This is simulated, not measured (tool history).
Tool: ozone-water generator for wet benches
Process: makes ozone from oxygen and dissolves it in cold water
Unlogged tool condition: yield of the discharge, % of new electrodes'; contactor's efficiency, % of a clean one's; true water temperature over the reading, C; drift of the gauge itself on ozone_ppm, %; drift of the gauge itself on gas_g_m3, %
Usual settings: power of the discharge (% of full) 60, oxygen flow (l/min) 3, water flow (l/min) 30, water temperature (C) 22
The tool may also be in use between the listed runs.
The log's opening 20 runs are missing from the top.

| run | day | power of the discharge (% of full) | oxygen flow (l/min) | water flow (l/min) | water temperature (C) | hours of work since the electrodes were changed | hours of work since the contactor was cleaned | hours of work since the thermometer was calibrated | dissolved ozone (ppm) | ozone in the gas ahead of the water (g/m3) |
|---|---|---|---|---|---|---|---|---|---|---|
| 21 | 142.104 | 60 | 1.53 | 30 | 22 | 5751 | 3219 | 2289 | 7.9 | 237 |
| 22 | 150.083 | 61 | 1.53 | 30 | 22 | 5936 | 3405 | 2474 | 8.3 | 241.4 |
| 23 | 156.338 | 73 | 2.51 | 29 | 28 | 6082 | 3550 | 2619 | 11.8 | 233.9 |
| 24 | 163.671 | 64 | 3.03 | 29 | 15 | 6252 | 3720 | 2790 | 12.6 | 194.3 |
| 25 | 170.704 | 60 | 3 | 19 | 28 | 6415 | 3883 | 2953 | 15 | 184.4 |
| 26 | 179.096 | 60 | 3 | 19 | 28 | 6610 | 4078 | 3148 | 14.9 | 185.6 |
| 27 | 184.7 | 60 | 3 | 19 | 28 | 6740 | 4208 | 3278 | 15.2 | 184.1 |
| 28 | 189.217 | 60 | 1.64 | 30 | 14 | 6845 | 4313 | 3383 | 8.6 | 227.4 |
| 29 | 193.762 | 60 | 1.64 | 30 | 14 | 6951 | 4419 | 3488 | 8.5 | 232 |
| 30 | 200.688 | 55 | 1.89 | 39 | 18 | 7111 | 4580 | 3649 | 6.3 | 203.9 |
| 31 | 205.329 | 55 | 1.89 | 39 | 18 | 7219 | 4688 | 3757 | 6.3 | 202.3 |
| 32 | 212.225 | 60 | 3.05 | 47 | 17 | 7379 | 4848 | 3917 | 7.1 | 183.3 |
| 33 | 217.092 | 63 | 5.02 | 44 | 17 | 7492 | 4961 | 4030 | 9.8 | 159.7 |

Alternative continuations, all from the tool just after run 33; predict every row:
| A | 225.775 | 94 | 3 | 30 | 22 | 7694 | 5162 | 4232 | ? | ? |
| B | 225.775 | 60 | 3 | 30 | 26 | 7694 | 5162 | 4232 | ? | ? |
| C | 225.775 | 60 | 3 | 19 | 22 | 7694 | 5162 | 4232 | ? | ? |

| run | dissolved ozone (ppm) | ozone in the gas ahead of the water (g/m3) |
|---|---|---|
| A | 15.9 | 265.8 |
| B | 10.5 | 182.7 |
| C | 16.4 | 185.4 |
Take away the tool's hidden state, keep each run's random variation, and the runs would have read:
| run | dissolved ozone (ppm) | ozone in the gas ahead of the water (g/m3) |
|---|---|---|
| A | 16 | 274.3 |
| B | 10.5 | 188.4 |
| C | 16.4 | 191.2 |

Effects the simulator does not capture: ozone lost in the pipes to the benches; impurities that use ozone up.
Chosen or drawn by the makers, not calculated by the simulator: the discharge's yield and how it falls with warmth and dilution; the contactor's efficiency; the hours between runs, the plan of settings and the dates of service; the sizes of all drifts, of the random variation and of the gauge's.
